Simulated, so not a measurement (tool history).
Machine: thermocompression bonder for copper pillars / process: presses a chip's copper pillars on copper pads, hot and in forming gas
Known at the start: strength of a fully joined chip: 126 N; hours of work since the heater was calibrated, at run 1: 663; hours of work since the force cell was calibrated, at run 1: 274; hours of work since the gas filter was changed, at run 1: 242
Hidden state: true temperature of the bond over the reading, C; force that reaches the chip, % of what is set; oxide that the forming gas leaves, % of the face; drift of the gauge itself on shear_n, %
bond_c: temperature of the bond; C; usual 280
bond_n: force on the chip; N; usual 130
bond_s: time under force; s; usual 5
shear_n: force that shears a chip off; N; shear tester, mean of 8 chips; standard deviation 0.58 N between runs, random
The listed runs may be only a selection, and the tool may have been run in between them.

run	hour	bond_c	bond_n	bond_s	hours of work since the heater was calibrated	hours of work since the force cell was calibrated	hours of work since the gas filter was changed	shear_n
1	0	280	130	5	663	274	242	63.6
2	8.2	280	130	5	667	278	246	62.3
3	15.2	280	130	5	670	281	249	62.5
4	26	293	130	5	675	286	254	71.2
5	38.2	293	130	5	680	291	259	70.7
6	53.4	293	130	5	687	298	266	70.7
7	68.7	293	130	5	694	304	273	71.2
8	77.7	280	130	5	698	308	276	61.6
9	91.3	280	130	5	704	314	282	61.4
10	101.8	280	130	5	708	319	287	61.7
11	109.7	280	178	5	712	322	291	82.6
12	123.6	280	130	5	718	328	297	61.6
13	132.9	288	130	5	722	332	301	67.2
14	148.5	288	130	3	729	339	307	55.7
15	155.2	288	130	3	732	342	310	56.3
16	169.5	288	130	3	738	348	317	55.9
17	180.2	288	130	3	743	353	321	57.2
18	191.4	288	130	3	747	358	326	56.6
19	201.9	288	130	3	752	363	331	55.7
20	217.1	280	130	5	759	369	338	61.1
21	228.5	280	130	5	764	374	343	60.8
22	235.8	280	130	5	767	378	346	61.1
23	244	280	89	10	770	381	349	52.6
24	256.9	280	89	3	776	387	355	32.6
25	269.5	280	89	3	782	392	361	32.3
26	276.8	280	193	4	785	396	364	81.2
27	285.7	280	193	4	789	399	368	80.4
28	299.4	272	166	5	795	405	374	70.1
29	308.1	272	166	5	799	409	378	71.6
30	320.4	272	136	6	804	415	383	62.4
31	332.9	259	130	3	809	420	388	38
32	348.1	280	113	5	816	427	395	52.9
33	362.3	294	80	10	822	433	401	54.2
34	371.1	294	80	10	826	437	405	54.1
35	385.7	294	125	10	833	443	412	82.1
36	394.9	270	114	5	837	447	416	46.4
37	404.3	303	178	11	841	451	420	107
38	411.2	253	149	8	844	454	423	59.5
39	420.5	253	149	8	848	459	427	58.4
40	436.2	280	130	9	855	465	434	72.7

Branching from run 40: 4 alternative next runs. What would each branch give?
# hour 446.1: forming gas filter changed
A	450.3	280	89	5	861	471	2	?
# hour 446.1: forming gas filter changed
B	450.3	280	105	7	861	471	2	?
# hour 446.1: forming gas filter changed
C	450.3	280	125	5	861	471	2	?
# hour 446.1: forming gas filter changed
D	450.3	278	92	4	861	471	2	?

run	shear_n
A	41.8
B	56.8
C	60.3
D	38
What these runs would have given with no unlogged condition in the tool:
run	shear_n
A	46.7
B	62.7
C	66.5
D	42.7

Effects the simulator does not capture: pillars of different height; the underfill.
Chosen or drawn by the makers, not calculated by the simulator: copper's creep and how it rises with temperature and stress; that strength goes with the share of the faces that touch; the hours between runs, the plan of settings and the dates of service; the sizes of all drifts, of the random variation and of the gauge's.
